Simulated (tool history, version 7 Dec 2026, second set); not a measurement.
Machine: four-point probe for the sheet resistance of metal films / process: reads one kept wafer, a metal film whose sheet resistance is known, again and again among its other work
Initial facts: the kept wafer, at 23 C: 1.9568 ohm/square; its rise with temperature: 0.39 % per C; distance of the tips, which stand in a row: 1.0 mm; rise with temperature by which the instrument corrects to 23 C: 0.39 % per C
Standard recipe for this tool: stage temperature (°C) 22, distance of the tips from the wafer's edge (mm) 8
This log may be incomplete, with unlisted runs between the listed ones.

run,hour,stage temperature (°C),distance of the tips from the wafer's edge (mm),sheet resistance as the instrument gives it (ohm/square)
1,0,22,8,1.976174
2,12.7,22,8,1.975946
3,24.8,18,8,1.975373
4,32.3,18,8,1.975473
5,45.1,22,8,1.976019
6,60.9,22,74,1.958713
# hour 62.7: stage's thermometer calibrated
7,70.7,26,8,1.974854
8,79.2,21,4,2.022555
9,88,21,4,2.02251
# hour 100.3: stage's thermometer calibrated, once more
10,102,22,3,2.071385
11,115.3,20,8,1.976532
12,132,21,38,1.960544
13,140.3,21,38,1.960902

Alternative continuations, all from the tool just after run 13; predict every row:
A,149.8,34,25,?
B,149.8,31,4,?
C,149.8,24,13,?

run,sheet resistance as the instrument gives it (ohm/square)
A,1.960615
B,2.023636
C,1.965955
Take away the tool's hidden state, keep each run's random variation, and the runs would have read:
run,sheet resistance as the instrument gives it (ohm/square)
A,1.957559
B,2.020483
C,1.962873
